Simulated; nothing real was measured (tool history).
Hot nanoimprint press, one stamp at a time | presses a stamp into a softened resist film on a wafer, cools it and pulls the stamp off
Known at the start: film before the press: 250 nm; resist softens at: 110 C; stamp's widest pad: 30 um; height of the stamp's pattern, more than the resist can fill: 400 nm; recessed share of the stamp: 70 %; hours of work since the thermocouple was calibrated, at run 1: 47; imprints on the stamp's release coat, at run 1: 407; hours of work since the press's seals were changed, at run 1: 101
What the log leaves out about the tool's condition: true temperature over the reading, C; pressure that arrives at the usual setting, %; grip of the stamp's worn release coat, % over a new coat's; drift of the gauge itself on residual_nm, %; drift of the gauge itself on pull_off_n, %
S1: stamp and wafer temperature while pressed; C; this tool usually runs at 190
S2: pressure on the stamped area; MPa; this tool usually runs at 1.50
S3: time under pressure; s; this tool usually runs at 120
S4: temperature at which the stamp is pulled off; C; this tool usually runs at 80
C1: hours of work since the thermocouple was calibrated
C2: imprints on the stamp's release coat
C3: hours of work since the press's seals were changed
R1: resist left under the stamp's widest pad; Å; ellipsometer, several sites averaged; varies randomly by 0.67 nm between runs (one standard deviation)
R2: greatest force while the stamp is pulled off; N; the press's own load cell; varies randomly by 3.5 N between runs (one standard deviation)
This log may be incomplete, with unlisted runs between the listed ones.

run,hour,S1,S2,S3,S4,C1,C2,C3,R1,R2
1,0.0,190,1.50,120,80,47,407,101,1379,183
2,6.1,190,1.50,120,85,51,437,105,1385,162
3,11.0,190,1.50,120,85,55,460,109,1380,171
4,21.4,190,1.50,120,85,62,510,116,1380,175
5,30.9,190,1.50,120,85,68,556,122,1362,170
6,41.4,190,1.50,120,66,75,606,129,1380,246
7,46.9,190,1.42,120,80,79,632,133,1422,189
8,55.4,190,1.42,120,80,84,673,138,1411,187
9,60.3,190,1.42,120,80,88,697,142,1410,193
# hour 64.0: plate thermocouple calibrated
10,73.3,190,1.42,120,80,6,744,148,1395,199
11,83.5,191,1.22,101,83,13,794,155,1533,192
12,90.3,191,1.22,101,83,18,826,160,1529,191
13,99.2,191,1.22,101,83,24,869,166,1524,184
14,107.0,191,0.95,61,83,29,906,171,1888,189
15,116.4,190,0.93,120,81,35,951,177,1666,205
# hour 127.3: plate thermocouple calibrated, once more
16,128.5,190,0.93,120,81,1,995,184,1726,211
# hour 135.3: stamp cleaned and given a new release coat
17,141.2,190,0.93,120,81,5,28,188,1721,157
18,149.0,201,2.39,120,79,10,65,193,744,176
19,157.2,190,1.44,198,80,16,105,199,1231,171
20,162.8,196,2.04,63,80,20,131,203,1216,175

Below, some changes in R1 between adjacent runs. For each, the amount present without the hidden state too (settings, incoming material, random variation) and the amount remaining for the hidden state with gauge scatter not shared by both compared results:
Run 9 -> 10: plate thermocouple calibrated. R1 -15 Å: hidden state -13, all else -2.
Run 15 -> 16: plate thermocouple calibrated, once more. R1 +60 Å: hidden state +47, all else +13.
Run 17 -> 18: S1 190 -> 201, S2 0.93 -> 2.39, S4 81 -> 79. R1 -977 Å: hidden state -2, all else -975.
Run 18 -> 19: S1 201 -> 190, S2 2.39 -> 1.44, S3 120 -> 198, S4 79 -> 80. R1 +487 Å: hidden state +2, all else +485.
